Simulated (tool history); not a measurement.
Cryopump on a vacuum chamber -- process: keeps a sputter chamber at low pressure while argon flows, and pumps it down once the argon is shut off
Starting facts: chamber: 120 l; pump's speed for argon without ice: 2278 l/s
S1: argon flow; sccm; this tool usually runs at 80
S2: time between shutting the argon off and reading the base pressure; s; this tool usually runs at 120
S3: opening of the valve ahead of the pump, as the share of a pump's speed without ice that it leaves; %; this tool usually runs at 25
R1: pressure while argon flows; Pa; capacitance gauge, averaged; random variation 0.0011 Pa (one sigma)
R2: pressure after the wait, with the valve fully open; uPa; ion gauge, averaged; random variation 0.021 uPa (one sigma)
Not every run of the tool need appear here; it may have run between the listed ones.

Run 1, hour 0: usual settings. Result: R1 0.2392 Pa, R2 0.61 uPa.
Run 2, hour 65.1: usual settings. Result: R1 0.2405 Pa, R2 0.64 uPa.
Run 3, hour 131.4: usual settings. Result: R1 0.238 Pa, R2 0.66 uPa.
Run 4, hour 178.7: usual settings. Result: R1 0.2421 Pa, R2 0.7 uPa.
Run 5, hour 241.3: usual settings. Result: R1 0.2411 Pa, R2 0.68 uPa.
Run 6, hour 292.8: usual settings. Result: R1 0.2434 Pa, R2 0.7 uPa.
Run 7, hour 321.3: usual settings. Result: R1 0.2427 Pa, R2 0.68 uPa.
Run 8, hour 352: usual settings but S2 26 s. Result: R1 0.245 Pa, R2 2.07 uPa.
Run 9, hour 385: usual settings but S3 52 %. Result: R1 0.1219 Pa, R2 0.71 uPa.
Run 10, hour 425: usual settings. Result: R1 0.2446 Pa, R2 0.71 uPa.
Run 11, hour 454.5: usual settings but S3 27 %. Result: R1 0.2282 Pa, R2 0.74 uPa.
Run 12, hour 503.3: usual settings. Result: R1 0.2455 Pa, R2 0.76 uPa.
Run 13, hour 542.3: usual settings. Result: R1 0.2482 Pa, R2 0.69 uPa.
Run 14, hour 595.4: usual settings. Result: R1 0.2481 Pa, R2 0.76 uPa.
Run 15, hour 629.6: usual settings but S1 151 sccm, S2 296 s, S3 56 %. Result: R1 0.2224 Pa, R2 0.56 uPa.
Run 16, hour 695.3: usual settings but S1 151 sccm, S2 296 s, S3 56 %. Result: R1 0.2257 Pa, R2 0.55 uPa.
Run 17, hour 756.5: usual settings but S1 151 sccm, S2 296 s, S3 56 %. Result: R1 0.2272 Pa, R2 0.54 uPa.
Run 18, hour 804.2: usual settings but S1 151 sccm, S2 285 s, S3 17 %. Result: R1 0.6915 Pa, R2 0.56 uPa.
Run 19, hour 842.1: usual settings but S1 34 sccm, S2 295 s, S3 54 %. Result: R1 0.0547 Pa, R2 0.6 uPa.
Run 20, hour 872.9: usual settings but S1 139 sccm, S2 23 s. Result: R1 0.4396 Pa, R2 2.55 uPa.
Run 21, hour 929.9: usual settings but S1 139 sccm, S2 55 s. Result: R1 0.4404 Pa, R2 1.33 uPa.
At hour 950: pump warmed up, emptied and cooled again.
Run 22, hour 964.9: usual settings but S1 67 sccm, S2 55 s, S3 44 %. Result: R1 0.1137 Pa, R2 1.16 uPa.
Run 23, hour 1025.5: usual settings but S1 51 sccm, S2 298 s. Result: R1 0.1511 Pa, R2 0.54 uPa.
Run 24, hour 1068.3: usual settings but S1 51 sccm, S2 298 s. Result: R1 0.153 Pa, R2 0.55 uPa.
Run 25, hour 1096.5: usual settings but S1 47 sccm, S3 29 %. Result: R1 0.1233 Pa, R2 0.82 uPa.

Each row is a separate what-if for the run after 25, all from the same tool condition, not one after another. Results?
Run A, hour 1131.7: usual settings but S3 47 %. Result: R1 ?, R2 ?.
Run B, hour 1131.7: usual settings but S1 106 sccm, S3 22 %. Result: R1 ?, R2 ?.
Run C, hour 1131.7: usual settings but S2 34 s, S3 36 %. Result: R1 ?, R2 ?.
Run D, hour 1131.7: usual settings but S1 101 sccm. Result: R1 ?, R2 ?.
Run E, hour 1131.7: usual settings but S1 47 sccm, S3 50 %. Result: R1 ?, R2 ?.

run      R1    R2
  A    0.13  0.79
  B  0.3597  0.83
  C  0.1662  1.73
  D  0.3024  0.77
  E  0.0719   0.8
Without the tool's unlogged condition, the same runs would have read:
run      R1    R2
  A  0.1266  0.51
  B  0.3552  0.55
  C  0.1628  1.46
  D  0.2981  0.49
  E  0.0699  0.53
